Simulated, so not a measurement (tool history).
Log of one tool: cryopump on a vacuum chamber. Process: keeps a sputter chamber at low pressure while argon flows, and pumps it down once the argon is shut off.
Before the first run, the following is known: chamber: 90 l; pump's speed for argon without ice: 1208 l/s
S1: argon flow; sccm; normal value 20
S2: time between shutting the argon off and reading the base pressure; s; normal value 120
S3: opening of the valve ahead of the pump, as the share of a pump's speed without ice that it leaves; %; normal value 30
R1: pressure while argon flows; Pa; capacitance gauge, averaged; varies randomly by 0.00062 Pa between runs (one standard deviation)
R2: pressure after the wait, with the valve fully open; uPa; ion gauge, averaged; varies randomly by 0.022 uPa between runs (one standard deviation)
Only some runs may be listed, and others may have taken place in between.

run,day,S1,S2,S3,R1,R2
1,0.000,20,120,30,0.0959,0.84
2,1.479,32,120,30,0.1531,0.86
3,2.904,20,120,45,0.0660,0.87
4,4.121,20,120,45,0.0659,0.91
5,5.917,20,120,45,0.0664,0.96
6,8.379,38,120,45,0.1266,0.96
7,9.633,38,120,45,0.1278,0.99
8,10.688,38,120,45,0.1297,1.04
9,12.462,38,120,45,0.1326,1.00
10,13.988,20,295,30,0.1016,0.90
11,15.562,20,295,30,0.1022,0.88
12,17.058,20,295,30,0.1029,0.89
13,18.438,20,295,30,0.1028,0.95
14,20.867,20,134,35,0.0914,1.11
15,22.817,20,134,45,0.0742,1.13
16,24.517,10,134,19,0.0804,1.21
# day 25.946: pump warmed up, emptied and cooled again
17,26.212,21,120,17,0.1725,0.94
18,27.988,34,63,30,0.1595,1.18
19,30.079,17,43,31,0.0777,1.46
20,32.104,38,43,22,0.2465,1.52
21,33.412,24,173,22,0.1557,0.93
22,34.750,12,28,25,0.0700,1.92

Below are 4 alternative next runs, each starting from the tool's condition after run 22. Predict each:
A,36.954,20,120,38,?,?
B,36.954,18,120,15,?,?
C,36.954,34,120,30,?,?
D,36.954,14,120,15,?,?

run,R1,R2
A,0.0778,1.04
B,0.1716,1.03
C,0.1657,1.09
D,0.1341,1.05
Without the tool's hidden state the same runs would have given:
run,R1,R2
A,0.0741,0.51
B,0.1682,0.50
C,0.1593,0.55
D,0.1315,0.52
